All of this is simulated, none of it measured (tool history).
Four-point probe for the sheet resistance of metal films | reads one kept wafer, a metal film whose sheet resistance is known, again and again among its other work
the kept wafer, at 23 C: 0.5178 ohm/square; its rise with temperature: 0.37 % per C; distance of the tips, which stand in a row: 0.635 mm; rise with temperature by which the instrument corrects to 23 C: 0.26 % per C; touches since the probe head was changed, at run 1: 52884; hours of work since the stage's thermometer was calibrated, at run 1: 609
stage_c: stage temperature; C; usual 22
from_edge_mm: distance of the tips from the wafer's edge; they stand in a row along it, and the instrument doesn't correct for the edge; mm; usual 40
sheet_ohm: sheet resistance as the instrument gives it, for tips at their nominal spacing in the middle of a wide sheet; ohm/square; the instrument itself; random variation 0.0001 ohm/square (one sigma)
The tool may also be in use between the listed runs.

run	hour	stage_c	from_edge_mm	touches since the probe head was changed	hours of work since the stage's thermometer was calibrated	sheet_ohm
1	0	22	40	52884	609	0.518673
2	32.4	22	40	53608	631	0.518836
3	76.9	22	40	54600	660	0.518545
4	110.6	22	40	55351	682	0.51878
5	138.7	19	40	55977	701	0.516775
6	200.2	20	40	57349	742	0.517399
7	241.2	20	40	58263	769	0.517435
8	296.3	20	40	59492	806	0.517131
9	354.9	22	40	60801	844	0.518434
10	403.5	22	40	61885	877	0.518435
11	435	22	40	62587	898	0.51826
12	471.4	22	40	63399	922	0.518338
13	533.6	22	40	64787	963	0.518369
14	591.9	30	40	66088	1002	0.522552
15	653.5	22	40	67461	1042	0.518255
16	709.6	22	40	68712	1079	0.518292
17	747.9	22	5	69566	1105	0.522455
18	809.2	22	5	70935	1146	0.522513
19	871.4	22	5	72321	1187	0.522426
20	923	25	40	73472	1221	0.519811
21	960.5	25	40	74311	1246	0.519664
22	987.3	26	40	74907	1264	0.520305
23	1031.9	26	40	75901	1293	0.519991
24	1096.6	26	40	77346	1336	0.52017
25	1158.1	20	40	78717	1377	0.516432
26	1216.3	27	75	80016	1415	0.520418
27	1243.6	27	75	80624	1433	0.520547
28	1298.6	31	57	81852	1470	0.522704
29	1341.3	31	57	82803	1498	0.522689
30	1396	19	57	84024	1534	0.515687
31	1454.5	29	40	85329	1573	0.521301
32	1485.7	26	6	86025	1594	0.522913
33	1540.2	26	6	87240	1630	0.522756
34	1567.4	19	19	87847	1648	0.515803
35	1605.6	19	19	88700	1673	0.515932
36	1643.3	21	26	89539	1698	0.516944
37	1673.7	28	15	90219	1718	0.52133
38	1718.9	34	4	91228	1748	0.53102
39	1745.2	23	54	91814	1766	0.517771
40	1789.2	21	21	92794	1795	0.516802
41	1846.9	26	31	94082	1833	0.51952
42	1910.6	24	21	95504	1876	0.518708
# hour 1918.9: stage's thermometer calibrated
43	1960.8	35	32	96612	28	0.52492
44	2008.6	21	53	97677	59	0.517169
45	2041.2	28	18	98404	81	0.521445
46	2101.4	32	3	99747	121	0.535804

Some steps in sheet_ohm between neighbouring runs. How much of each would the tool show without its hidden state too (settings, what came in, random variation), and how much is left for the hidden state, with any gauge scatter that isn't in both results?
The hidden state here: inner tips' distance over the nominal, %; tips' flats over new ones', %; wafer's true temperature over the reading, C; drift of the gauge itself on sheet_ohm, %.
Run 14 -> 15: stage_c 30 -> 22. sheet_ohm -0.004297 ohm/square: hidden state -0.000075, all else -0.004222.
Run 29 -> 30: stage_c 31 -> 19. sheet_ohm -0.007002 ohm/square: hidden state -0.000085, all else -0.006917.
Run 37 -> 38: stage_c 28 -> 34, from_edge_mm 15 -> 4. sheet_ohm +0.00969 ohm/square: hidden state -0.000019, all else +0.009709.
Run 38 -> 39: stage_c 34 -> 23, from_edge_mm 4 -> 54. sheet_ohm -0.013249 ohm/square: hidden state -0.000057, all else -0.013192.
Run 42 -> 43: stage_c 24 -> 35, from_edge_mm 21 -> 32, stage's thermometer calibrated. sheet_ohm +0.006212 ohm/square: hidden state +0.000866, all else +0.005346.
Run 45 -> 46: stage_c 28 -> 32, from_edge_mm 18 -> 3. sheet_ohm +0.014359 ohm/square: hidden state -0.000036, all else +0.014395.
